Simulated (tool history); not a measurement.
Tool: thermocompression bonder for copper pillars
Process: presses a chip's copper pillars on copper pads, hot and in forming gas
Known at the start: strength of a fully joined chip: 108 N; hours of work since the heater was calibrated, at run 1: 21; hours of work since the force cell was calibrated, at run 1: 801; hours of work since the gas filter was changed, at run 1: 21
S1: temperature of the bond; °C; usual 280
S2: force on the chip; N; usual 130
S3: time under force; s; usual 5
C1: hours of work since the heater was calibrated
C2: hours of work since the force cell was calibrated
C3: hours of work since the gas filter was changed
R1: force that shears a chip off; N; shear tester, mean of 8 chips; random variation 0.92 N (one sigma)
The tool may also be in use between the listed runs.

run 1 hour=0 | S1=280 S2=130 S3=5 | C1=21 C2=801 C3=21 | R1=77.5
run 2 hour=15.9 | S1=280 S2=130 S3=5 | C1=31 C2=811 C3=31 | R1=77
run 3 hour=49.4 | S1=280 S2=133 S3=5 | C1=52 C2=832 C3=52 | R1=77.1
run 4 hour=83.4 | S1=280 S2=133 S3=5 | C1=73 C2=853 C3=73 | R1=79.3
run 5 hour=98.6 | S1=280 S2=133 S3=5 | C1=83 C2=862 C3=83 | R1=79.4
run 6 hour=123 | S1=280 S2=167 S3=5 | C1=98 C2=878 C3=98 | R1=90.8
run 7 hour=142.1 | S1=304 S2=130 S3=5 | C1=110 C2=889 C3=110 | R1=88.2
run 8 hour=164.6 | S1=304 S2=130 S3=5 | C1=124 C2=903 C3=124 | R1=88.6
run 9 hour=185.8 | S1=304 S2=130 S3=9 | C1=137 C2=917 C3=137 | R1=96.1
run 10 hour=205.6 | S1=297 S2=130 S3=5 | C1=150 C2=929 C3=150 | R1=85.1
run 11 hour=229.1 | S1=293 S2=130 S3=5 | C1=164 C2=944 C3=164 | R1=82.9
run 12 hour=247.5 | S1=293 S2=130 S3=5 | C1=176 C2=955 C3=176 | R1=85.2
run 13 hour=266.9 | S1=305 S2=88 S3=4 | C1=188 C2=967 C3=188 | R1=65
-- hour=273.3 forming gas filter changed
run 14 hour=282.1 | S1=280 S2=182 S3=5 | C1=197 C2=976 C3=6 | R1=93
run 15 hour=299.6 | S1=280 S2=132 S3=8 | C1=208 C2=987 C3=16 | R1=86.4
run 16 hour=326.4 | S1=263 S2=123 S3=15 | C1=225 C2=1004 C3=33 | R1=86.5
run 17 hour=354.9 | S1=280 S2=98 S3=15 | C1=242 C2=1022 C3=51 | R1=83.8
run 18 hour=380.2 | S1=280 S2=98 S3=15 | C1=258 C2=1038 C3=67 | R1=83.4
run 19 hour=395.9 | S1=268 S2=112 S3=3 | C1=268 C2=1047 C3=76 | R1=52.3
run 20 hour=410.2 | S1=268 S2=112 S3=3 | C1=277 C2=1056 C3=85 | R1=52.5
run 21 hour=431 | S1=268 S2=112 S3=3 | C1=290 C2=1069 C3=98 | R1=52.7
run 22 hour=462.9 | S1=268 S2=112 S3=3 | C1=310 C2=1089 C3=118 | R1=53.9
run 23 hour=493.4 | S1=262 S2=130 S3=5 | C1=329 C2=1108 C3=137 | R1=66.1

3 ways to go on from here, each from the tool as it stands after run 23. What would each give?
run A hour=514.5 | S1=263 S2=130 S3=5 | C1=342 C2=1121 C3=150 | R1=?
run B hour=514.5 | S1=277 S2=142 S3=5 | C1=342 C2=1121 C3=150 | R1=?
run C hour=514.5 | S1=263 S2=94 S3=5 | C1=342 C2=1121 C3=150 | R1=?

run=A R1=67.3
run=B R1=79.7
run=C R1=50.4
Without the tool's hidden state the same runs would have given:
run=A R1=67.5
run=B R1=80
run=C R1=50.6
